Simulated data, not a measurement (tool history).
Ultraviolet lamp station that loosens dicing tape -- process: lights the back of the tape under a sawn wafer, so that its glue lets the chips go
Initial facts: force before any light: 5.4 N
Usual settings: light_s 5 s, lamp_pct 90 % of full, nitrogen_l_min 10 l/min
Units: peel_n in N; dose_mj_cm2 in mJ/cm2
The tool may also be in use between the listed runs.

run 1 hour=0.0 | light_s=5 lamp_pct=90 nitrogen_l_min=10 | peel_n=0.831 dose_mj_cm2=363
-- hour=3.1 window cleaned of glue's vapour
run 2 hour=13.8 | light_s=7 lamp_pct=90 nitrogen_l_min=10 | peel_n=0.396 dose_mj_cm2=565
run 3 hour=28.3 | light_s=5 lamp_pct=90 nitrogen_l_min=10 | peel_n=0.678 dose_mj_cm2=406
run 4 hour=44.7 | light_s=5 lamp_pct=90 nitrogen_l_min=10 | peel_n=0.708 dose_mj_cm2=399
run 5 hour=54.7 | light_s=5 lamp_pct=90 nitrogen_l_min=10 | peel_n=0.705 dose_mj_cm2=395
run 6 hour=72.1 | light_s=5 lamp_pct=90 nitrogen_l_min=10 | peel_n=0.686 dose_mj_cm2=394
run 7 hour=93.4 | light_s=5 lamp_pct=90 nitrogen_l_min=10 | peel_n=0.700 dose_mj_cm2=394
run 8 hour=106.0 | light_s=5 lamp_pct=90 nitrogen_l_min=10 | peel_n=0.696 dose_mj_cm2=396
run 9 hour=121.9 | light_s=5 lamp_pct=90 nitrogen_l_min=10 | peel_n=0.757 dose_mj_cm2=389
run 10 hour=139.6 | light_s=5 lamp_pct=90 nitrogen_l_min=10 | peel_n=0.727 dose_mj_cm2=387
run 11 hour=153.7 | light_s=5 lamp_pct=90 nitrogen_l_min=10 | peel_n=0.727 dose_mj_cm2=387
run 12 hour=164.0 | light_s=5 lamp_pct=76 nitrogen_l_min=10 | peel_n=0.982 dose_mj_cm2=328
run 13 hour=177.7 | light_s=5 lamp_pct=76 nitrogen_l_min=10 | peel_n=0.965 dose_mj_cm2=331
run 14 hour=187.3 | light_s=5 lamp_pct=90 nitrogen_l_min=10 | peel_n=0.731 dose_mj_cm2=385
run 15 hour=207.5 | light_s=5 lamp_pct=81 nitrogen_l_min=10 | peel_n=0.927 dose_mj_cm2=341
run 16 hour=230.6 | light_s=5 lamp_pct=81 nitrogen_l_min=10 | peel_n=0.884 dose_mj_cm2=350
run 17 hour=247.7 | light_s=5 lamp_pct=81 nitrogen_l_min=10 | peel_n=0.900 dose_mj_cm2=343
run 18 hour=264.5 | light_s=5 lamp_pct=81 nitrogen_l_min=10 | peel_n=0.899 dose_mj_cm2=342
run 19 hour=279.0 | light_s=5 lamp_pct=81 nitrogen_l_min=10 | peel_n=0.910 dose_mj_cm2=340
run 20 hour=290.3 | light_s=5 lamp_pct=81 nitrogen_l_min=10 | peel_n=0.912 dose_mj_cm2=338
run 21 hour=308.7 | light_s=5 lamp_pct=81 nitrogen_l_min=10 | peel_n=0.899 dose_mj_cm2=339

What does the tool deliver on the next run?
run 22 hour=325.3 | light_s=5 lamp_pct=81 nitrogen_l_min=10 | peel_n=? dose_mj_cm2=?

{"run 22": {"peel_n": 0.96, "dose_mj_cm2": 342}}
Were there no unlogged condition in the tool, this run, its random variation unchanged, would have produced peel_n 0.672 N, dose_mj_cm2 427 mJ/cm2.
